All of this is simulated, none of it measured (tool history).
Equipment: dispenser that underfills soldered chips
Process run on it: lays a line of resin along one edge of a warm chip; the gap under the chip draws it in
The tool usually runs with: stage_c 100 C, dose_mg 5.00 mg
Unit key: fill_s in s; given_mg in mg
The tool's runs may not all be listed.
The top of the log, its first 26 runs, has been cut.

{"run": 27, "hour": 152.4, "stage_c": 85, "dose_mg": 4.86, "fill_s": 56.9, "given_mg": 4.78}
{"hour": 153.4, "done": "new syringe of resin"}
{"hour": 160.5, "done": "new syringe of resin"}
{"run": 28, "hour": 160.5, "stage_c": 85, "dose_mg": 4.86, "fill_s": 44.7, "given_mg": 4.64}
{"hour": 167.6, "done": "new syringe of resin"}
{"run": 29, "hour": 167.6, "stage_c": 105, "dose_mg": 4.52, "fill_s": 20.5, "given_mg": 4.31}
{"run": 30, "hour": 173.8, "stage_c": 105, "dose_mg": 4.52, "fill_s": 27.1, "given_mg": 4.31}
{"hour": 174.7, "done": "new syringe of resin"}
{"run": 31, "hour": 180.0, "stage_c": 98, "dose_mg": 5.29, "fill_s": 31.6, "given_mg": 5.08}
{"hour": 182.0, "done": "new syringe of resin"}
{"run": 32, "hour": 187.7, "stage_c": 98, "dose_mg": 5.36, "fill_s": 31.8, "given_mg": 5.16}
{"hour": 189.3, "done": "new syringe of resin"}
{"run": 33, "hour": 191.6, "stage_c": 93, "dose_mg": 5.89, "fill_s": 34.5, "given_mg": 5.55}
{"hour": 196.3, "done": "new syringe of resin"}
{"run": 34, "hour": 198.7, "stage_c": 87, "dose_mg": 5.28, "fill_s": 44.6, "given_mg": 4.99}
{"hour": 203.2, "done": "new syringe of resin"}
{"run": 35, "hour": 203.8, "stage_c": 87, "dose_mg": 5.28, "fill_s": 40.8, "given_mg": 5.02}

Each row is a separate what-if for the run after 35, all from the same tool condition, not one after another. Results?
{"run": "A", "hour": 207.8, "stage_c": 87, "dose_mg": 4.41, "fill_s": "?", "given_mg": "?"}
{"run": "B", "hour": 207.8, "stage_c": 94, "dose_mg": 5.64, "fill_s": "?", "given_mg": "?"}
{"run": "C", "hour": 207.8, "stage_c": 115, "dose_mg": 4.9, "fill_s": "?", "given_mg": "?"}
{"run": "D", "hour": 207.8, "stage_c": 100, "dose_mg": 4.38, "fill_s": "?", "given_mg": "?"}

run=A fill_s=49.6 given_mg=4.20
run=B fill_s=35.9 given_mg=5.33
run=C fill_s=16.6 given_mg=4.64
run=D fill_s=29.8 given_mg=4.07
Without the tool's hidden state the same runs would have given:
run=A fill_s=45.7 given_mg=4.48
run=B fill_s=33.3 given_mg=5.69
run=C fill_s=15.1 given_mg=4.95
run=D fill_s=27.2 given_mg=4.34
